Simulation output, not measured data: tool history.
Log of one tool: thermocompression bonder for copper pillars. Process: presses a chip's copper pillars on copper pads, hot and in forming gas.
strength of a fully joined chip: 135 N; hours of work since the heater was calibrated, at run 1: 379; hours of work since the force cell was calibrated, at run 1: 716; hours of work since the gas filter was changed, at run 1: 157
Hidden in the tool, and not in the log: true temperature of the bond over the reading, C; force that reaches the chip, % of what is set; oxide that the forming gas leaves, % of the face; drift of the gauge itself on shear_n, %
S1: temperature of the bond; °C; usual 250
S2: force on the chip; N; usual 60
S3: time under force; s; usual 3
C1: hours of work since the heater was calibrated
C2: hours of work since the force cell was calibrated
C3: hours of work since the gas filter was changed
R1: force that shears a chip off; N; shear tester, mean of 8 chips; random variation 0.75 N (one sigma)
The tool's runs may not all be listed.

Run 1, hour 0.0: usual settings; C1 379; C2 716; C3 157. Result: R1 89.8 N.
At hour 32.5: forming gas filter changed.
Run 2, hour 58.0: usual settings but S2 72 N; C1 410; C2 747; C3 14. Result: R1 99.1 N.
Run 3, hour 112.4: usual settings; C1 439; C2 776; C3 43. Result: R1 92.4 N.
Run 4, hour 146.0: usual settings; C1 457; C2 794; C3 61. Result: R1 90.8 N.
Run 5, hour 199.4: usual settings but S1 257 °C; C1 486; C2 823; C3 90. Result: R1 97.6 N.
Run 6, hour 242.5: usual settings but S1 257 °C; C1 509; C2 846; C3 113. Result: R1 97.9 N.
Run 7, hour 269.8: usual settings but S3 7 s; C1 523; C2 861; C3 127. Result: R1 109.0 N.
Run 8, hour 298.6: usual settings but S3 7 s; C1 539; C2 876; C3 143. Result: R1 109.5 N.
Run 9, hour 325.8: usual settings but S3 7 s; C1 553; C2 891; C3 157. Result: R1 108.6 N.
At hour 353.2: forming gas filter changed.
Run 10, hour 385.4: usual settings but S3 7 s; C1 585; C2 923; C3 17. Result: R1 111.3 N.
Run 11, hour 437.4: usual settings but S1 225 °C; C1 613; C2 950; C3 45. Result: R1 63.9 N.
Run 12, hour 492.9: usual settings but S3 5 s; C1 643; C2 980; C3 75. Result: R1 104.4 N.
Run 13, hour 531.7: usual settings but S2 89 N, S3 5 s; C1 664; C2 1001; C3 96. Result: R1 116.9 N.
Run 14, hour 558.5: usual settings but S2 89 N, S3 5 s; C1 678; C2 1015; C3 110. Result: R1 115.7 N.
Run 15, hour 586.2: usual settings but S1 233 °C; C1 693; C2 1030; C3 125. Result: R1 73.1 N.
At hour 608.7: force cell calibrated.
Run 16, hour 642.4: usual settings; C1 722; C2 18; C3 154. Result: R1 88.2 N.
At hour 679.1: forming gas filter changed.
Run 17, hour 689.6: usual settings; C1 747; C2 43; C3 6. Result: R1 92.3 N.
Run 18, hour 741.1: usual settings; C1 775; C2 71; C3 33. Result: R1 92.1 N.
Run 19, hour 800.4: usual settings; C1 807; C2 103; C3 65. Result: R1 93.3 N.
Run 20, hour 837.1: usual settings but S3 2 s; C1 826; C2 122; C3 85. Result: R1 80.6 N.
Run 21, hour 877.6: usual settings but S1 264 °C, S2 50 N; C1 848; C2 144; C3 107. Result: R1 98.6 N.
Run 22, hour 924.5: usual settings but S1 264 °C, S2 50 N, S3 4 s; C1 873; C2 169; C3 132. Result: R1 103.6 N.
Run 23, hour 959.1: usual settings but S3 2 s; C1 892; C2 188; C3 150. Result: R1 81.1 N.
At hour 1000.1: forming gas filter changed.
Run 24, hour 1019.7: usual settings but S1 275 °C, S2 38 N, S3 2 s; C1 924; C2 220; C3 11. Result: R1 90.8 N.
Run 25, hour 1068.4: usual settings but S2 72 N; C1 950; C2 246; C3 37. Result: R1 100.6 N.

Forecast run 26:
Run 26, hour 1093.7: usual settings but S2 72 N; C1 964; C2 260; C3 50. Result: R1 ?.

R1: 99.9 N
Without the tool's hidden state the same run would have given R1 94.7 N.
